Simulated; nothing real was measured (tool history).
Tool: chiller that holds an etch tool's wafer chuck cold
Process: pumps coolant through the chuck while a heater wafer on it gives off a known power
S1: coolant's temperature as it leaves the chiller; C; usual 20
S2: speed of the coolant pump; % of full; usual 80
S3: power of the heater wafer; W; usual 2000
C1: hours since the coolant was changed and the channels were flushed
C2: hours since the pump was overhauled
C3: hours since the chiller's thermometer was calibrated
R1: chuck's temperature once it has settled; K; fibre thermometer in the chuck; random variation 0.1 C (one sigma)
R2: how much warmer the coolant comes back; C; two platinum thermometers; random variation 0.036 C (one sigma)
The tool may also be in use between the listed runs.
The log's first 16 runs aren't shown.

run 17 hour=1132.0 | S1=13 S2=80 S3=2000 | C1=4054 C2=3285 C3=460 | R1=303.95 R2=6.93
run 18 hour=1205.6 | S1=13 S2=80 S3=2000 | C1=4128 C2=3358 C3=534 | R1=303.95 R2=6.96
run 19 hour=1299.5 | S1=20 S2=79 S3=2684 | C1=4222 C2=3452 C3=628 | R1=317.25 R2=9.53
run 20 hour=1357.5 | S1=20 S2=79 S3=2684 | C1=4280 C2=3510 C3=685 | R1=317.35 R2=9.47
run 21 hour=1412.1 | S1=12 S2=62 S3=2052 | C1=4334 C2=3565 C3=740 | R1=307.05 R2=9.24
run 22 hour=1467.2 | S1=12 S2=76 S3=1819 | C1=4389 C2=3620 C3=795 | R1=301.75 R2=6.68
run 23 hour=1512.8 | S1=14 S2=64 S3=1109 | C1=4435 C2=3666 C3=841 | R1=298.75 R2=4.84
run 24 hour=1553.5 | S1=14 S2=64 S3=1109 | C1=4476 C2=3706 C3=882 | R1=298.65 R2=4.82
run 25 hour=1627.9 | S1=14 S2=64 S3=1109 | C1=4550 C2=3781 C3=956 | R1=298.95 R2=4.84
run 26 hour=1685.8 | S1=14 S2=64 S3=1109 | C1=4608 C2=3839 C3=1014 | R1=298.85 R2=4.80
run 27 hour=1737.9 | S1=10 S2=93 S3=1974 | C1=4660 C2=3891 C3=1066 | R1=299.35 R2=5.97
run 28 hour=1790.3 | S1=10 S2=93 S3=1974 | C1=4712 C2=3943 C3=1118 | R1=299.25 R2=5.98
run 29 hour=1834.8 | S1=10 S2=93 S3=1974 | C1=4757 C2=3988 C3=1163 | R1=299.35 R2=5.95
run 30 hour=1877.1 | S1=10 S2=93 S3=1974 | C1=4799 C2=4030 C3=1205 | R1=299.35 R2=6.02
run 31 hour=1920.5 | S1=10 S2=93 S3=1974 | C1=4843 C2=4073 C3=1249 | R1=299.15 R2=6.03
run 32 hour=1988.6 | S1=10 S2=93 S3=1974 | C1=4911 C2=4141 C3=1317 | R1=299.45 R2=5.95
run 33 hour=2083.9 | S1=11 S2=80 S3=2000 | C1=5006 C2=4237 C3=1412 | R1=302.35 R2=7.12

3 ways to go on from here, each from the tool as it stands after run 33. What would each give?
run A hour=2129.5 | S1=21 S2=80 S3=2973 | C1=5052 C2=4282 C3=1458 | R1=? R2=?
run B hour=2129.5 | S1=20 S2=83 S3=1769 | C1=5052 C2=4282 C3=1458 | R1=? R2=?
run C hour=2129.5 | S1=11 S2=82 S3=1865 | C1=5052 C2=4282 C3=1458 | R1=? R2=?

run=A R1=321.35 R2=10.57
run=B R1=308.95 R2=6.05
run=C R1=300.75 R2=6.43
Without the tool's hidden state the same runs would have given:
run=A R1=317.95 R2=9.78
run=B R1=306.95 R2=5.60
run=C R1=298.65 R2=5.94

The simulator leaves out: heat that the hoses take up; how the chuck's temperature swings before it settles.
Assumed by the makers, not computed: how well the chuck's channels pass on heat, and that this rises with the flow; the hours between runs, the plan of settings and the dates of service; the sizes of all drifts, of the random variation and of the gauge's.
